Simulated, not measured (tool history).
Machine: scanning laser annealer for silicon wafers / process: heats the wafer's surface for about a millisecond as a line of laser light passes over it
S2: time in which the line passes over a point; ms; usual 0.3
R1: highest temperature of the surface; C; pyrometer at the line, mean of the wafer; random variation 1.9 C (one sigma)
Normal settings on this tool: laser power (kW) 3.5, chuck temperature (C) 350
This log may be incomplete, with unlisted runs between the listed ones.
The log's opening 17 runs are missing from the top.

Run 18, hour 371.1: usual settings but S2 0.251 ms. Result: R1 1014 C.
Run 19, hour 396.8: usual settings but laser power (kW) 3.693, S2 0.318 ms, chuck temperature (C) 349. Result: R1 1149 C.
Run 20, hour 414.8: usual settings but laser power (kW) 3.152, S2 0.211 ms. Result: R1 877 C.
Run 21, hour 430.2: usual settings but laser power (kW) 3.363, S2 0.373 ms, chuck temperature (C) 374. Result: R1 1140 C.
Run 22, hour 453.3: usual settings but laser power (kW) 3.363, S2 0.373 ms, chuck temperature (C) 374. Result: R1 1143 C.
Run 23, hour 478.9: usual settings but chuck temperature (C) 330. Result: R1 1053 C.
Run 24, hour 504.7: usual settings but chuck temperature (C) 330. Result: R1 1048 C.
Run 25, hour 533.6: usual settings but laser power (kW) 3.659, S2 0.317 ms, chuck temperature (C) 330. Result: R1 1111 C.
Run 26, hour 555.7: usual settings but laser power (kW) 3.211, S2 0.241 ms, chuck temperature (C) 334. Result: R1 903 C.
Run 27, hour 571.6: usual settings but laser power (kW) 3.211, S2 0.241 ms, chuck temperature (C) 334. Result: R1 903 C.
Run 28, hour 602: usual settings but S2 0.271 ms. Result: R1 1027 C.
Run 29, hour 622.9: usual settings but laser power (kW) 3.147, S2 0.246 ms, chuck temperature (C) 313. Result: R1 869 C.
At hour 639.1: optics aligned, line set to its width.
Run 30, hour 647.4: usual settings but laser power (kW) 3.147, S2 0.246 ms, chuck temperature (C) 313. Result: R1 891 C.
Run 31, hour 663.1: usual settings but laser power (kW) 3.147, S2 0.246 ms, chuck temperature (C) 313. Result: R1 889 C.
Run 32, hour 683.8: usual settings but S2 0.299 ms. Result: R1 1082 C.
Run 33, hour 701.4: usual settings but S2 0.299 ms. Result: R1 1083 C.
Run 34, hour 727.7: usual settings but S2 0.229 ms, chuck temperature (C) 324. Result: R1 956 C.
Run 35, hour 747: usual settings but laser power (kW) 3.189, S2 0.238 ms, chuck temperature (C) 369. Result: R1 938 C.

4 options for the next run, each taken on its own from the tool as it stands now. Forecast them:
At hour 771.3: window over the wafer cleaned.
Run A, hour 775.5: usual settings but laser power (kW) 3.838. Result: R1 ?.
At hour 771.3: window over the wafer cleaned.
Run B, hour 775.5: usual settings but chuck temperature (C) 378. Result: R1 ?.
At hour 771.3: window over the wafer cleaned.
Run C, hour 775.5: usual settings but laser power (kW) 3.461, chuck temperature (C) 366. Result: R1 ?.
At hour 771.3: window over the wafer cleaned.
Run D, hour 775.5: usual settings but laser power (kW) 3.83, chuck temperature (C) 374. Result: R1 ?.

run    R1
  A  1198
  B  1130
  C  1104
  D  1219
With the hidden condition removed and each run's random variation left untouched, the same runs would have given:
run    R1
  A  1207
  B  1138
  C  1112
  D  1228
